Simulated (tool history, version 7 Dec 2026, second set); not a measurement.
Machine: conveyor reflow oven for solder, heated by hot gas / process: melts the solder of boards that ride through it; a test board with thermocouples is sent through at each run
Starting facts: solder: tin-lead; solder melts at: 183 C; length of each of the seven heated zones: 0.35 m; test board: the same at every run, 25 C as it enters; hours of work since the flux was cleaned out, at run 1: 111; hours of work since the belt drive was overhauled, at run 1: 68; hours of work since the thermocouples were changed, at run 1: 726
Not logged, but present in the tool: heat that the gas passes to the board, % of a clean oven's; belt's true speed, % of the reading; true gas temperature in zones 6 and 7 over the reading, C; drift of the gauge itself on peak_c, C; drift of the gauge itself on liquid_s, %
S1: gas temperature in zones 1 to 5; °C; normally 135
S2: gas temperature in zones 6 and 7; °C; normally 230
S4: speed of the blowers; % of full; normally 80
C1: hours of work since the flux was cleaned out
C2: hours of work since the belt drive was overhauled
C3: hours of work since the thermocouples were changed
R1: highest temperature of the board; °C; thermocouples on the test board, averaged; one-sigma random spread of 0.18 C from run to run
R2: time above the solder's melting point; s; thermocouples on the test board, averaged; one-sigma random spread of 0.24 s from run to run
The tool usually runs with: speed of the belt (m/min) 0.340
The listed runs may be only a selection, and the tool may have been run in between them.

Run 1, hour 0.0: usual settings; C1 111; C2 68; C3 726. Result: R1 219.6 °C, R2 95.9 s.
Run 2, hour 81.2: usual settings but speed of the belt (m/min) 0.304; C1 154; C2 111; C3 769. Result: R1 222.1 °C, R2 111.2 s.
At hour 128.9: flux residue cleaned out of gas plates and filters.
Run 3, hour 137.3: usual settings but speed of the belt (m/min) 0.304; C1 4; C2 138; C3 796. Result: R1 221.9 °C, R2 111.9 s.
Run 4, hour 189.7: usual settings but speed of the belt (m/min) 0.304; C1 32; C2 165; C3 824. Result: R1 222.1 °C, R2 111.7 s.
Run 5, hour 231.9: usual settings but speed of the belt (m/min) 0.304; C1 55; C2 188; C3 846. Result: R1 221.8 °C, R2 111.5 s.
Run 6, hour 277.7: usual settings but speed of the belt (m/min) 0.304, S4 68 % of full; C1 79; C2 212; C3 871. Result: R1 219.3 °C, R2 107.0 s.
Run 7, hour 344.5: usual settings; C1 114; C2 247; C3 906. Result: R1 219.0 °C, R2 95.6 s.
Run 8, hour 382.3: usual settings but S2 240 °C; C1 134; C2 267; C3 926. Result: R1 228.8 °C, R2 103.8 s.
At hour 406.2: thermocouples of zones 6 and 7 changed.
At hour 466.9: flux residue cleaned out of gas plates and filters.
Run 9, hour 466.9: usual settings; C1 0; C2 308; C3 30. Result: R1 219.5 °C, R2 95.7 s.
Run 10, hour 522.6: usual settings; C1 29; C2 338; C3 59. Result: R1 219.8 °C, R2 96.2 s.
Run 11, hour 602.5: usual settings; C1 72; C2 380; C3 101. Result: R1 219.5 °C, R2 96.1 s.
Run 12, hour 670.6: usual settings but S1 122 °C, speed of the belt (m/min) 0.376, S4 67 % of full; C1 108; C2 416; C3 137. Result: R1 210.5 °C, R2 68.3 s.
Run 13, hour 703.7: usual settings but S1 122 °C, S2 237 °C, speed of the belt (m/min) 0.376, S4 67 % of full; C1 125; C2 434; C3 155. Result: R1 217.4 °C, R2 75.8 s.
Run 14, hour 783.8: usual settings but S1 123 °C, S2 225 °C, speed of the belt (m/min) 0.376, S4 67 % of full; C1 168; C2 476; C3 197. Result: R1 206.9 °C, R2 62.8 s.
At hour 802.1: flux residue cleaned out of gas plates and filters.
Run 15, hour 862.7: usual settings but S1 123 °C, S2 225 °C, speed of the belt (m/min) 0.376, S4 67 % of full; C1 32; C2 515; C3 236. Result: R1 206.7 °C, R2 62.3 s.
Run 16, hour 931.1: usual settings but S2 231 °C, S4 62 % of full; C1 68; C2 551; C3 272. Result: R1 215.4 °C, R2 89.3 s.
Run 17, hour 1006.9: usual settings but S1 131 °C, S2 231 °C, speed of the belt (m/min) 0.312, S4 62 % of full; C1 108; C2 591; C3 313. Result: R1 217.3 °C, R2 98.9 s.
Run 18, hour 1071.8: usual settings but S1 131 °C, S2 231 °C, speed of the belt (m/min) 0.312, S4 62 % of full; C1 143; C2 626; C3 347. Result: R1 217.5 °C, R2 99.0 s.

What does the tool deliver on the next run?
Run 19, hour 1107.0: usual settings but S1 131 °C, S2 231 °C, speed of the belt (m/min) 0.316, S4 69 % of full; C1 161; C2 644; C3 366. Result: R1 ?, R2 ?.

R1: 219.4 °C
R2: 99.9 s
On a tool with no hidden condition, and with the same random variation, this run would have come out at R1 219.4 °C, R2 99.9 s.
